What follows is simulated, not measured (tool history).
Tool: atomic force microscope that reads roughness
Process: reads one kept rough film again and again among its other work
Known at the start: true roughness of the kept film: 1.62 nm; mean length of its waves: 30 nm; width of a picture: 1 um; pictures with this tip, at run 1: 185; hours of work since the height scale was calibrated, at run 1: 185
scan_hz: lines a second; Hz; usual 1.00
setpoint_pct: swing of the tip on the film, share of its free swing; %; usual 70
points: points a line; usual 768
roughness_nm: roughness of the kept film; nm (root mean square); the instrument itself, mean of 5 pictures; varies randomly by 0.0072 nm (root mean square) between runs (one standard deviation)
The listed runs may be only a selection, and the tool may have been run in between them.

| run | hour | scan_hz | setpoint_pct | points | pictures with this tip | hours of work since the height scale was calibrated | roughness_nm |
|---|---|---|---|---|---|---|---|
| 1 | 0.0 | 1.00 | 70 | 768 | 185 | 185 | 1.372 |
| 2 | 21.6 | 1.00 | 70 | 768 | 213 | 195 | 1.349 |
| 3 | 57.5 | 1.00 | 70 | 768 | 260 | 210 | 1.329 |
| 4 | 78.4 | 1.00 | 70 | 768 | 287 | 219 | 1.307 |
|  | 86.9 | new tip fitted |
| 5 | 96.7 | 1.00 | 70 | 1015 | 12 | 227 | 1.467 |
| 6 | 135.5 | 1.00 | 70 | 506 | 63 | 244 | 1.433 |
| 7 | 174.8 | 1.00 | 70 | 506 | 114 | 261 | 1.420 |
| 8 | 203.5 | 1.36 | 70 | 768 | 151 | 274 | 1.393 |
| 9 | 225.2 | 2.41 | 63 | 768 | 179 | 283 | 1.363 |
| 10 | 250.9 | 0.83 | 71 | 768 | 212 | 295 | 1.361 |
|  | 254.2 | height scale calibrated on a step standard |
| 11 | 270.5 | 0.83 | 71 | 768 | 236 | 7 | 1.349 |
| 12 | 303.8 | 1.67 | 71 | 768 | 280 | 22 | 1.313 |
|  | 317.3 | height scale calibrated on a step standard, once more |
|  | 317.8 | new tip fitted |
| 13 | 325.8 | 0.51 | 70 | 436 | 10 | 3 | 1.485 |
| 14 | 346.1 | 1.13 | 70 | 323 | 36 | 12 | 1.442 |
| 15 | 385.5 | 1.13 | 70 | 323 | 88 | 30 | 1.415 |

For each entry between runs, how does the tool's hidden state at the last listed run before it compare with that at the first listed run after it?
After run 4, before run 5: new tip fitted (hour 86.9)
  radius of the tip, nm: 29.6 -> 11.1; height scale over the true one, %: -0.14 -> -0.15
  what was measured, less what the result would be without the hidden state, roughness_nm: -0.173 -> -0.013 nm (root mean square)
After run 10, before run 11: height scale calibrated on a step standard (hour 254.2)
  radius of the tip, nm: 23.2 -> 24.5; height scale over the true one, %: -0.26 -> -0.43
  what was measured, less what the result would be without the hidden state, roughness_nm: -0.123 -> -0.137 nm (root mean square)
After run 12, before run 13: height scale calibrated on a step standard, once more (hour 317.3); new tip fitted (hour 317.8)
  radius of the tip, nm: 26.8 -> 10.8; height scale over the true one, %: -0.45 -> 0.06
  what was measured, less what the result would be without the hidden state, roughness_nm: -0.153 -> -0.007 nm (root mean square)
